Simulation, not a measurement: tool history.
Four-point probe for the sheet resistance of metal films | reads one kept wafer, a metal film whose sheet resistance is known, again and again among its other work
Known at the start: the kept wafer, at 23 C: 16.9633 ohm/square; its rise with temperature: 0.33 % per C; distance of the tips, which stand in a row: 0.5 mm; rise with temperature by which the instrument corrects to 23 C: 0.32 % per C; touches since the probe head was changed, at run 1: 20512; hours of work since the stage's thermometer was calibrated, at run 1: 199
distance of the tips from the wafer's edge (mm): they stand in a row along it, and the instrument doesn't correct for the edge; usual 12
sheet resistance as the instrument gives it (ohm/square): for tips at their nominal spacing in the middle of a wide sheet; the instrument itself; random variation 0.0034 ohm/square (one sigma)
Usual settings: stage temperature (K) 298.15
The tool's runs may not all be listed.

run    hour  stage temperature (K)  distance of the tips from the wafer's edge (mm)  touches since the probe head was changed  hours of work since the stage's thermometer was calibrated  sheet resistance as the instrument gives it (ohm/square)
  1     0.0                 298.15                                               12                                     20512                                                         199                                                 16.979454
  2    51.3                 298.15                                               12                                     23087                                                         234                                                 16.989294
  3    88.1                 298.15                                               12                                     24934                                                         260                                                 16.984650
  4   159.5                 298.15                                               12                                     28522                                                         309                                                 16.983498
  5   213.1                 298.15                                               12                                     31213                                                         346                                                 16.983171
  6   269.4                 307.15                                               12                                     34041                                                         385                                                 16.998273
  7   313.3                 294.15                                               12                                     36244                                                         415                                                 16.974102
  8   391.6                 298.15                                               12                                     40178                                                         469                                                 16.981962
  9   432.8                 298.15                                               12                                     42245                                                         497                                                 16.984884
 10   470.3                 298.15                                                3                                     44127                                                         523                                                 17.213687
 11   530.8                 298.15                                                3                                     47169                                                         565                                                 17.216405
 12   582.4                 298.15                                               12                                     49761                                                         600                                                 16.984823
 13   627.8                 298.15                                               12                                     52039                                                         632                                                 16.974390
 14   702.3                 299.15                                               12                                     55778                                                         683                                                 16.985420
 15   756.1                 298.15                                               12                                     58482                                                         720                                                 16.982073
 16   820.3                 298.15                                               12                                     61707                                                         764                                                 16.987957
      831.2  -- new probe head fitted
 17   865.7                 298.15                                               12                                      1733                                                         795                                                 16.988231
 18   948.2                 298.15                                               12                                      5875                                                         852                                                 16.983222
 19  1026.2                 298.15                                               12                                      9796                                                         906                                                 16.989450
 20  1101.8                 298.15                                               12                                     13592                                                         958                                                 16.984548
 21  1143.2                 298.15                                               12                                     15667                                                         986                                                 16.985767

Forecast run 22:
 22  1179.0                 308.15                                               12                                     17469                                                        1011                                                         ?

sheet resistance as the instrument gives it (ohm/square): 17.008278
Without the tool's hidden state the same run would have given sheet resistance as the instrument gives it (ohm/square) 17.009336.
